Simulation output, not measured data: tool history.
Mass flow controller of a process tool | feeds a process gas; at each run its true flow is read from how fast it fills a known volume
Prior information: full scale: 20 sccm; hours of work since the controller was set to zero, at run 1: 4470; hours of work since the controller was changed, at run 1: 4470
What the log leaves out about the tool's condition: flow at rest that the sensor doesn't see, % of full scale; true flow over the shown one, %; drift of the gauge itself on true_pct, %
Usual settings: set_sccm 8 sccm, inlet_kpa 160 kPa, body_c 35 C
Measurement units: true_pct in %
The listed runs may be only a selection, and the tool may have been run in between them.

run	hour	set_sccm	inlet_kpa	body_c	hours of work since the controller was set to zero	hours of work since the controller was changed	true_pct
1	0	8	160	35	4470	4470	99.44
2	233.2	8	160	35	4616	4616	99.56
3	686.2	15	160	35	4900	4900	98.59
4	936.8	8	160	35	5056	5056	99.28
# hour 1066.8: controller exchanged for a calibrated one
5	1335.3	8	160	35	168	168	99.95
6	1731.8	8	160	29	416	416	99.79
7	2172.1	8	161	29	691	691	99.87
8	2615.5	8	161	29	969	969	99.67
9	3029.2	8	160	35	1227	1227	99.66
10	3489	8	140	35	1515	1515	99.78
11	3895.1	8	140	40	1769	1769	99.84
12	4381.9	8	140	40	2073	2073	99.62
13	4630.3	8	140	40	2229	2229	99.76
14	4833.8	8	160	35	2356	2356	99.52
15	5133.8	8	160	35	2543	2543	99.41
16	5616.2	8	160	35	2845	2845	99.41
17	5826.6	8	154	35	2977	2977	99.31
18	6251.9	8	160	35	3243	3243	99.29
19	6566.3	15	160	35	3439	3439	98.64
20	6849.8	15	160	35	3617	3617	98.73
21	7292	15	160	35	3893	3893	98.54
22	7601.4	15	160	35	4087	4087	98.42
23	8046.5	8	167	35	4365	4365	98.94
24	8364.4	8	167	33	4564	4564	98.97
25	8807.2	7	225	26	4841	4841	98.77
26	9127.9	7	225	34	5041	5041	99.02
# hour 9304: controller exchanged for a calibrated one
27	9454.7	8	147	35	94	94	100.43
28	9821.9	5	207	35	324	324	100.28
29	10190	4	229	30	554	554	100.14
30	10584.7	8	167	30	801	801	99.93
31	10952	8	167	30	1031	1031	100.06
32	11210.8	8	167	30	1192	1192	100.12
33	11473.6	8	167	30	1357	1357	99.99
34	11807.5	8	167	30	1566	1566	99.83
35	12283.2	13	191	30	1863	1863	99.61
36	12726.8	13	191	30	2141	2141	99.58
37	12940.6	13	191	30	2274	2274	99.42
38	13263.6	13	191	30	2476	2476	99.36
39	13616.8	13	191	30	2697	2697	99.25
40	13908.4	8	166	31	2879	2879	99.65
41	14342.2	19	212	35	3151	3151	98.97
42	14793.2	2	236	39	3433	3433	104.05
43	15138.4	17	241	29	3649	3649	98.58
44	15352	6	263	24	3782	3782	99.57
45	15580.3	8	157	35	3925	3925	99.59
46	15906.9	6	194	35	4129	4129	99.88
47	16205.6	2	160	35	4316	4316	104.85

Below are 3 alternative next runs, each starting from the tool's condition after run 47. Predict each:
A	16593.9	8	224	38	4559	4559	?
B	16593.9	4	233	28	4559	4559	?
C	16593.9	9	210	37	4559	4559	?

run	true_pct
A	99.44
B	101
C	99.06
Stripped of hidden state, with their random variation kept, the same runs would have yielded:
run	true_pct
A	100.17
B	99.75
C	100.01

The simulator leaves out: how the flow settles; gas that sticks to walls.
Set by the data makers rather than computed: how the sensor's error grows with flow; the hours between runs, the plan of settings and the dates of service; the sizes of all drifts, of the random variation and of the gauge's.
